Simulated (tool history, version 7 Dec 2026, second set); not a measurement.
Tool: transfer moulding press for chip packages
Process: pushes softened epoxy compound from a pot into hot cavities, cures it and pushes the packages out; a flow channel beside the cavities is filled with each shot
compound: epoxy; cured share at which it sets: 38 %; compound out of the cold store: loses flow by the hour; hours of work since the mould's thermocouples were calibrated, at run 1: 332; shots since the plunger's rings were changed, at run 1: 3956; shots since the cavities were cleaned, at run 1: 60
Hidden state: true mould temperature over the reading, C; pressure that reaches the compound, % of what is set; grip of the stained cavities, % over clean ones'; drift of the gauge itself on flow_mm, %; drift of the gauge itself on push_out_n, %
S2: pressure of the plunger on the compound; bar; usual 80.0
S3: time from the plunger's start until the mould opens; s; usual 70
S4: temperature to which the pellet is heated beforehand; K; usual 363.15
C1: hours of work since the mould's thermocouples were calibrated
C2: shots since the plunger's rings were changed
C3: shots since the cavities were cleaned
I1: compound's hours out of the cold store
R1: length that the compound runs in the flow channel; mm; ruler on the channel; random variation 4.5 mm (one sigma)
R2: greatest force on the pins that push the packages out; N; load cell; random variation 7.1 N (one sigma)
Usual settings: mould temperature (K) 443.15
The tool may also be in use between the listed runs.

run 1 day=0.000 | mould_temperature_(K)=443.15 S2=80.0 S3=70 S4=363.15 | C1=332 C2=3956 C3=60 | I1=46.7 | R1=708 R2=300
-- day=2.658 cavities cleaned with cleaning compound and waxed
-- day=3.612 plunger's sealing rings changed
run 2 day=3.800 | mould_temperature_(K)=443.15 S2=80.0 S3=70 S4=362.15 | C1=370 C2=44 C3=252 | I1=18.8 | R1=852 R2=323
-- day=5.388 cavities cleaned with cleaning compound and waxed
run 3 day=7.175 | mould_temperature_(K)=443.15 S2=80.0 S3=66 S4=363.15 | C1=404 C2=853 C3=437 | I1=18.2 | R1=844 R2=377
-- day=8.058 cavities cleaned with cleaning compound and waxed
run 4 day=8.912 | mould_temperature_(K)=444.15 S2=80.0 S3=66 S4=363.15 | C1=421 C2=1262 C3=209 | I1=21.2 | R1=820 R2=337
-- day=10.854 cavities cleaned with cleaning compound and waxed
run 5 day=12.383 | mould_temperature_(K)=444.15 S2=80.0 S3=66 S4=363.15 | C1=456 C2=2093 C3=373 | I1=26.2 | R1=802 R2=360
-- day=13.700 cavities cleaned with cleaning compound and waxed
run 6 day=14.796 | mould_temperature_(K)=444.15 S2=80.0 S3=66 S4=363.15 | C1=480 C2=2666 C3=268 | I1=29.2 | R1=781 R2=333
-- day=16.321 cavities cleaned with cleaning compound and waxed
run 7 day=16.992 | mould_temperature_(K)=444.15 S2=71.2 S3=66 S4=363.15 | C1=502 C2=3187 C3=164 | I1=27.6 | R1=728 R2=333
run 8 day=18.683 | mould_temperature_(K)=443.15 S2=80.0 S3=70 S4=363.15 | C1=520 C2=3599 C3=576 | I1=16.0 | R1=823 R2=369
-- day=19.075 mould's thermocouples calibrated
-- day=19.138 cavities cleaned with cleaning compound and waxed
-- day=21.858 cavities cleaned with cleaning compound and waxed
run 9 day=22.183 | mould_temperature_(K)=443.15 S2=80.0 S3=70 S4=363.15 | C1=31 C2=4401 C3=79 | I1=13.2 | R1=823 R2=299
-- day=23.921 plunger's sealing rings changed
-- day=24.692 cavities cleaned with cleaning compound and waxed
run 10 day=24.904 | mould_temperature_(K)=443.15 S2=80.0 S3=70 S4=363.15 | C1=57 C2=224 C3=52 | I1=30.2 | R1=805 R2=289
run 11 day=27.096 | mould_temperature_(K)=443.15 S2=80.0 S3=70 S4=363.15 | C1=80 C2=758 C3=586 | I1=41.2 | R1=757 R2=341
-- day=27.471 cavities cleaned with cleaning compound and waxed
-- day=30.375 cavities cleaned with cleaning compound and waxed
run 12 day=30.729 | mould_temperature_(K)=443.15 S2=80.0 S3=70 S4=363.15 | C1=116 C2=1614 C3=86 | I1=33.8 | R1=765 R2=289
-- day=32.754 mould's thermocouples calibrated, once more
-- day=33.354 cavities cleaned with cleaning compound and waxed
run 13 day=33.433 | mould_temperature_(K)=443.15 S2=80.0 S3=70 S4=363.15 | C1=6 C2=2239 C3=20 | I1=19.7 | R1=828 R2=308
-- day=36.162 cavities cleaned with cleaning compound and waxed
run 14 day=36.733 | mould_temperature_(K)=443.15 S2=80.0 S3=70 S4=363.15 | C1=40 C2=3028 C3=139 | I1=21.2 | R1=807 R2=317
-- day=38.875 cavities cleaned with cleaning compound and waxed
run 15 day=39.292 | mould_temperature_(K)=443.15 S2=95.8 S3=64 S4=361.15 | C1=65 C2=3637 C3=102 | I1=29.1 | R1=856 R2=344
run 16 day=41.404 | mould_temperature_(K)=451.15 S2=84.6 S3=91 S4=366.15 | C1=87 C2=4152 C3=617 | I1=14.8 | R1=817 R2=341
-- day=41.679 cavities cleaned with cleaning compound and waxed
run 17 day=43.608 | mould_temperature_(K)=439.15 S2=70.4 S3=91 S4=369.15 | C1=109 C2=4675 C3=471 | I1=21.8 | R1=763 R2=342
-- day=44.042 plunger's sealing rings changed
-- day=44.512 cavities cleaned with cleaning compound and waxed
run 18 day=46.046 | mould_temperature_(K)=443.15 S2=93.8 S3=81 S4=363.15 | C1=133 C2=474 C3=374 | I1=23.3 | R1=896 R2=332
-- day=47.267 cavities cleaned with cleaning compound and waxed
run 19 day=49.579 | mould_temperature_(K)=444.15 S2=86.3 S3=70 S4=367.15 | C1=169 C2=1321 C3=565 | I1=30.6 | R1=821 R2=357
-- day=49.983 cavities cleaned with cleaning compound and waxed
run 20 day=51.671 | mould_temperature_(K)=444.15 S2=66.4 S3=83 S4=369.15 | C1=190 C2=1816 C3=412 | I1=31.6 | R1=711 R2=323
-- day=52.629 cavities cleaned with cleaning compound and waxed
run 21 day=53.392 | mould_temperature_(K)=444.15 S2=66.4 S3=83 S4=369.15 | C1=207 C2=2221 C3=187 | I1=35.1 | R1=696 R2=299
-- day=55.492 cavities cleaned with cleaning compound and waxed
run 22 day=56.600 | mould_temperature_(K)=441.15 S2=80.0 S3=70 S4=358.15 | C1=239 C2=2988 C3=271 | I1=41.8 | R1=744 R2=362
-- day=58.288 cavities cleaned with cleaning compound and waxed
run 23 day=59.946 | mould_temperature_(K)=441.15 S2=66.2 S3=50 S4=360.15 | C1=273 C2=3788 C3=404 | I1=28.8 | R1=710 R2=723
-- day=61.017 cavities cleaned with cleaning compound and waxed
run 24 day=62.925 | mould_temperature_(K)=441.15 S2=66.2 S3=50 S4=360.15 | C1=303 C2=4500 C3=466 | I1=36.3 | R1=683 R2=726
-- day=63.812 cavities cleaned with cleaning compound and waxed
-- day=64.171 plunger's sealing rings changed
-- day=66.617 cavities cleaned with cleaning compound and waxed
run 25 day=66.754 | mould_temperature_(K)=444.15 S2=98.8 S3=70 S4=363.15 | C1=340 C2=614 C3=33 | I1=11.8 | R1=977 R2=292
run 26 day=68.575 | mould_temperature_(K)=443.15 S2=73.2 S3=70 S4=363.15 | C1=359 C2=1058 C3=477 | I1=8.9 | R1=850 R2=370
-- day=69.421 cavities cleaned with cleaning compound and waxed
-- day=72.262 cavities cleaned with cleaning compound and waxed
run 27 day=72.400 | mould_temperature_(K)=443.15 S2=89.9 S3=106 S4=361.15 | C1=397 C2=1961 C3=34 | I1=47.3 | R1=779 R2=286

3 ways to go on from here, each from the tool as it stands after run 27. What would each give?
-- day=74.908 cavities cleaned with cleaning compound and waxed
run A day=75.233 | mould_temperature_(K)=441.15 S2=87.6 S3=106 S4=370.15 | C1=426 C2=2637 C3=80 | I1=19.3 | R1=? R2=?
-- day=74.908 cavities cleaned with cleaning compound and waxed
run B day=75.233 | mould_temperature_(K)=440.15 S2=80.0 S3=70 S4=363.15 | C1=426 C2=2637 C3=80 | I1=46.5 | R1=? R2=?
-- day=74.908 cavities cleaned with cleaning compound and waxed
run C day=75.233 | mould_temperature_(K)=443.15 S2=80.0 S3=70 S4=365.15 | C1=426 C2=2637 C3=80 | I1=20.1 | R1=? R2=?

run=A R1=867 R2=276
run=B R1=733 R2=336
run=C R1=828 R2=299
Without the tool's hidden state the same runs would have given:
run=A R1=903 R2=262
run=B R1=764 R2=328
run=C R1=862 R2=290
